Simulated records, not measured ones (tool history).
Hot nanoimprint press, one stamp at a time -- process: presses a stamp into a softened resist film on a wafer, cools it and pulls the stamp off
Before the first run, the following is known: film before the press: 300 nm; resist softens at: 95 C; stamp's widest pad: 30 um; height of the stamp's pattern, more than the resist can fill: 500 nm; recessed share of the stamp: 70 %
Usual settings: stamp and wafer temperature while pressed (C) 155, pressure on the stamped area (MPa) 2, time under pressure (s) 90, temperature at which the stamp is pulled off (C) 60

run,hour,stamp and wafer temperature while pressed (C),pressure on the stamped area (MPa),time under pressure (s),temperature at which the stamp is pulled off (C),resist left under the stamp's widest pad (Å),greatest force while the stamp is pulled off (N)
1,0,155,2,90,60,1439,240
2,27.6,155,2,90,60,1429,246
3,54.8,155,2,90,60,1430,245
4,80.3,155,2,90,60,1431,249
5,108.6,155,2,90,64,1420,211
6,144.2,155,1.56,90,64,1625,217
# hour 150.5: plate thermocouple calibrated
7,166.3,155,1.75,90,60,1594,257
8,193.4,155,1.75,90,60,1596,256
9,218.7,155,1.75,90,60,1578,259
10,255.8,155,1.75,90,60,1588,257
11,284.1,155,1.29,90,60,1837,260
# hour 310.3: stamp cleaned and given a new release coat
12,320.4,162,1.29,90,63,1365,209
13,349.6,157,2,69,53,1460,275
14,366.3,157,2,63,53,1496,284
15,387.3,157,1.59,63,59,1697,243
16,404,155,2,90,65,1467,199
17,422,155,2,90,65,1471,196
18,443.6,152,2,58,53,1897,286
19,465.6,152,1.64,58,53,2064,286
20,485.8,155,2.23,89,60,1389,240

Each row is a separate what-if for the run after 20, all from the same tool condition, not one after another. Results?
A,505.5,155,2.23,89,48,?,?
B,505.5,155,1.71,89,60,?,?
C,505.5,155,2,137,60,?,?
D,505.5,159,2.99,89,66,?,?

run,resist left under the stamp's widest pad (Å),greatest force while the stamp is pulled off (N)
A,1386,321
B,1582,242
C,1281,239
D,976,199
Without the tool's hidden state the same runs would have given:
run,resist left under the stamp's widest pad (Å),greatest force while the stamp is pulled off (N)
A,1363,309
B,1571,234
C,1265,231
D,944,193

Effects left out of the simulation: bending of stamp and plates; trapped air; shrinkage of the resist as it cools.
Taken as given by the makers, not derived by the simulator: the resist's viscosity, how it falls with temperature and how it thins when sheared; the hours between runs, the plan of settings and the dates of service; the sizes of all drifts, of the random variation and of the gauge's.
